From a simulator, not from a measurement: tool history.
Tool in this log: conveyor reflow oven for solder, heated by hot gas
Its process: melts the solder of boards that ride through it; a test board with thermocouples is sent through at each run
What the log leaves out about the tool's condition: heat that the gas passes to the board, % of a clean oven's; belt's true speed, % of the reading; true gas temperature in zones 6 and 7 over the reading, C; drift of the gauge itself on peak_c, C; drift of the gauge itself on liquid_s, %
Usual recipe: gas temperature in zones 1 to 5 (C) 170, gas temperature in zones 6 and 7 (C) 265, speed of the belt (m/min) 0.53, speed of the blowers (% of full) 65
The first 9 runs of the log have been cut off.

run,hour,gas temperature in zones 1 to 5 (C),gas temperature in zones 6 and 7 (C),speed of the belt (m/min),speed of the blowers (% of full),hours of work since the flux was cleaned out,hours of work since the belt drive was overhauled,hours of work since the thermocouples were changed,highest temperature of the board (C),time above the solder's melting point (s)
10,169.6,156,265,0.53,66,280,201,465,252.7,63.6
11,182.4,170,265,0.53,65,290,211,474,254,70.1
12,199.3,170,265,0.53,65,302,223,487,254,69.9
13,218.6,170,265,0.53,65,317,238,501,254,69.9
14,232,170,265,0.53,65,327,248,511,254,69.8
15,254.1,174,265,0.53,65,343,264,527,254.5,71.9
16,277,175,264,0.59,82,360,281,544,253.9,64
# hour 290.4: flux residue cleaned out of gas plates and filters
17,301.3,162,264,0.59,63,8,295,559,249.7,56.2
18,326.4,166,271,0.636,52,27,314,577,250.7,52.2
19,344.1,170,265,0.582,72,40,327,590,254,63.4
20,366.6,164,279,0.562,60,56,344,607,264.7,70.2
21,384.4,166,265,0.53,65,70,357,620,254.1,69
22,401,166,265,0.53,65,82,369,632,254.2,68.7
23,417.9,170,265,0.53,61,94,382,645,253.8,70.1
24,440,170,265,0.53,61,111,398,661,253.5,69.9
25,454.2,167,272,0.53,51,121,408,672,257.5,70.9
26,474.7,170,262,0.53,55,136,424,687,249.8,66.1
27,497.2,157,265,0.469,65,153,440,704,255.9,77.9
28,509,157,265,0.469,74,162,449,712,257.6,79.4
29,520.1,157,265,0.469,74,170,457,721,257.6,79.4
30,535.9,159,265,0.468,74,182,469,732,257.5,80.8

What if the next run were any one of these 4? Each begins from the tool's condition after run 30:
A,549.9,178,265,0.468,74,192,479,743,?,?
B,549.9,170,262,0.554,65,192,479,743,?,?
C,549.9,176,265,0.53,65,192,479,743,?,?
D,549.9,170,277,0.577,70,192,479,743,?,?

run,highest temperature of the board (C),time above the solder's melting point (s)
A,258.6,88.8
B,250,64
C,255,73.8
D,264,70.2
What these runs would have given with no unlogged condition in the tool:
run,highest temperature of the board (C),time above the solder's melting point (s)
A,259.8,89.2
B,251.4,65
C,256.3,74.5
D,265.6,70.8

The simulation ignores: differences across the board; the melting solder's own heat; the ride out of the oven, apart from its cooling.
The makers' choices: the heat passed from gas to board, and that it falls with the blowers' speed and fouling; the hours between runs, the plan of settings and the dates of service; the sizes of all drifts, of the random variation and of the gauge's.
